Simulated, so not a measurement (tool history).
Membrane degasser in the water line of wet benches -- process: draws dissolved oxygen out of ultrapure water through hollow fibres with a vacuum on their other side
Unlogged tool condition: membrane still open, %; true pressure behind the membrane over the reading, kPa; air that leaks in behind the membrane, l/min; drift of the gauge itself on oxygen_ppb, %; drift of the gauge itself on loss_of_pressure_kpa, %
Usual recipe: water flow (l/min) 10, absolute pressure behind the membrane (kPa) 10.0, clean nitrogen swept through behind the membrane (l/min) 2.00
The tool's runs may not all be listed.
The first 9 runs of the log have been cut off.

| run | hour | water flow (l/min) | absolute pressure behind the membrane (kPa) | clean nitrogen swept through behind the membrane (l/min) | hours since the membrane was changed | hours since the vacuum gauge was calibrated | hours since the vacuum lines were made tight | dissolved oxygen in the water behind the degasser (ppb) | pressure that the water loses in the fibres (kPa) |
|---|---|---|---|---|---|---|---|---|---|
| 10 | 1449.6 | 10 | 10.0 | 2.00 | 8875 | 2046 | 2837 | 93.6 | 45.54 |
| 11 | 1592.6 | 10 | 10.0 | 2.00 | 9018 | 2189 | 2980 | 95.5 | 46.01 |
| 12 | 1814.0 | 10 | 10.0 | 2.00 | 9239 | 2410 | 3201 | 94.2 | 45.92 |
| 13 | 2010.6 | 10 | 6.2 | 2.00 | 9436 | 2607 | 3398 | 47.9 | 46.10 |
| 14 | 2240.2 | 10 | 6.2 | 2.00 | 9665 | 2836 | 3627 | 47.5 | 46.18 |
| 15 | 2469.5 | 10 | 10.0 | 2.00 | 9895 | 3066 | 3857 | 97.4 | 46.26 |
| 16 | 2604.3 | 10 | 22.5 | 2.00 | 10030 | 3200 | 3991 | 252.4 | 46.04 |
| 17 | 2741.4 | 12 | 16.4 | 4.11 | 10167 | 3337 | 4128 | 124.7 | 55.48 |
| 18 | 2913.1 | 12 | 16.4 | 4.11 | 10338 | 3509 | 4300 | 123.3 | 55.43 |
| 19 | 3127.6 | 12 | 16.4 | 4.11 | 10553 | 3724 | 4515 | 122.8 | 55.57 |
| 20 | 3329.2 | 9 | 10.0 | 2.00 | 10754 | 3925 | 4716 | 85.7 | 41.89 |
| 21 | 3528.7 | 9 | 10.0 | 2.00 | 10954 | 4125 | 4916 | 86.8 | 42.05 |
| 22 | 3642.1 | 9 | 10.0 | 2.00 | 11067 | 4238 | 5029 | 85.1 | 41.94 |
| 23 | 3810.1 | 9 | 7.6 | 4.29 | 11235 | 4406 | 5197 | 30.0 | 41.92 |
| 24 | 4045.2 | 9 | 6.4 | 2.93 | 11470 | 4641 | 5432 | 32.2 | 42.14 |
| 25 | 4282.7 | 10 | 9.2 | 1.79 | 11708 | 4879 | 5670 | 97.0 | 46.84 |
| 26 | 4467.3 | 10 | 20.6 | 0.97 | 11893 | 5063 | 5854 | 435.8 | 46.86 |
| 27 | 4622.9 | 10 | 11.5 | 1.07 | 12048 | 5219 | 6010 | 202.1 | 46.86 |
|  | 4764.0 | vacuum gauge calibrated |
| 28 | 4849.0 | 10 | 9.2 | 2.00 | 12274 | 85 | 6235 | 87.8 | 47.26 |
| 29 | 5019.0 | 16 | 12.3 | 0.94 | 12444 | 255 | 6406 | 444.9 | 75.38 |
| 30 | 5119.1 | 13 | 9.9 | 2.93 | 12544 | 355 | 6506 | 116.7 | 60.95 |
| 31 | 5218.0 | 10 | 12.0 | 2.00 | 12643 | 454 | 6604 | 121.3 | 47.43 |
| 32 | 5437.7 | 10 | 10.0 | 1.91 | 12862 | 674 | 6824 | 102.9 | 47.20 |

Predict each of these 3 candidate next runs independently; none follows another, all start after run 32:
|  | 5506.4 | seals of the vacuum lines changed |
| A | 5668.9 | 10 | 9.6 | 3.10 | 13092 | 903 | 163 | ? | ? |
|  | 5506.4 | seals of the vacuum lines changed |
| B | 5668.9 | 10 | 18.9 | 1.91 | 13092 | 903 | 163 | ? | ? |
|  | 5506.4 | seals of the vacuum lines changed |
| C | 5668.9 | 7 | 10.0 | 3.59 | 13092 | 903 | 163 | ? | ? |

| run | dissolved oxygen in the water behind the degasser (ppb) | pressure that the water loses in the fibres (kPa) |
|---|---|---|
| A | 63.2 | 47.31 |
| B | 207.4 | 47.46 |
| C | 33.9 | 33.17 |
Without the tool's hidden state the same runs would have given:
| run | dissolved oxygen in the water behind the degasser (ppb) | pressure that the water loses in the fibres (kPa) |
|---|---|---|
| A | 57.8 | 43.00 |
| B | 201.8 | 43.14 |
| C | 33.2 | 30.17 |
